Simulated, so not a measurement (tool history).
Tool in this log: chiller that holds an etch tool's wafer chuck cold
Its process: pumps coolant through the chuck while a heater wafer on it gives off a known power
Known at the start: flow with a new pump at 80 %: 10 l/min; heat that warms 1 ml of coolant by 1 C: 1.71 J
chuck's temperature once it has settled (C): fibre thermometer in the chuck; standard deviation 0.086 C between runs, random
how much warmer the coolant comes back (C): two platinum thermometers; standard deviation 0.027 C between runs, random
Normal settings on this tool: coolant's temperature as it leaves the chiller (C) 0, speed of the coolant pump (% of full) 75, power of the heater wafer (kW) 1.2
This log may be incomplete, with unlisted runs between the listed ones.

run    hour  coolant's temperature as it leaves the chiller (C)  speed of the coolant pump (% of full)  power of the heater wafer (kW)  chuck's temperature once it has settled (C)  how much warmer the coolant comes back (C)
  1       0                                                   0                                     75                             1.2                                        10.03                                        4.48
  2      78                                                   0                                     75                             1.2                                         9.97                                        4.55
  3   158.9                                                   0                                     75                             1.2                                         9.91                                         4.5
  4   239.3                                                   0                                     75                             1.2                                         9.96                                        4.54
  5     337                                                   0                                     75                             1.2                                         9.96                                        4.52
  6   453.5                                                   0                                     75                             1.2                                        10.05                                        4.51
  7   543.4                                                   0                                     74                             1.2                                        10.07                                        4.59
  8   621.4                                                   0                                     74                             1.2                                        10.23                                        4.57
  9   672.2                                                   0                                     74                             1.2                                         9.94                                        4.59
 10   740.2                                                   0                                     75                             1.2                                        10.03                                        4.49
 11   801.5                                                   0                                     70                             1.2                                         10.5                                        4.89
 12   870.4                                                   0                                     83                             1.2                                         9.02                                        4.08
 13   952.9                                                   0                                     83                             1.2                                         9.03                                        4.07
 14  1046.4                                                   0                                     83                             1.2                                         9.13                                        4.12
 15  1148.4                                                   7                                     75                             1.2                                        17.04                                        4.53
 16  1242.8                                                   7                                     75                             1.2                                        17.04                                        4.51
 17  1331.5                                                  -7                                     75                             1.2                                         3.04                                        4.51
 18  1427.2                                                  -2                                     75                           1.145                                         7.53                                        4.35

The next listed run, before its measurement:
 19  1524.9                                                  10                                     75                           0.797                                            ?                                           ?

{"run 19": {"chuck's temperature once it has settled (C)": 16.69, "how much warmer the coolant comes back (C)": 3}}
Minus the tool's unlogged condition, the same run would have read chuck's temperature once it has settled (C) 16.68, how much warmer the coolant comes back (C) 3.
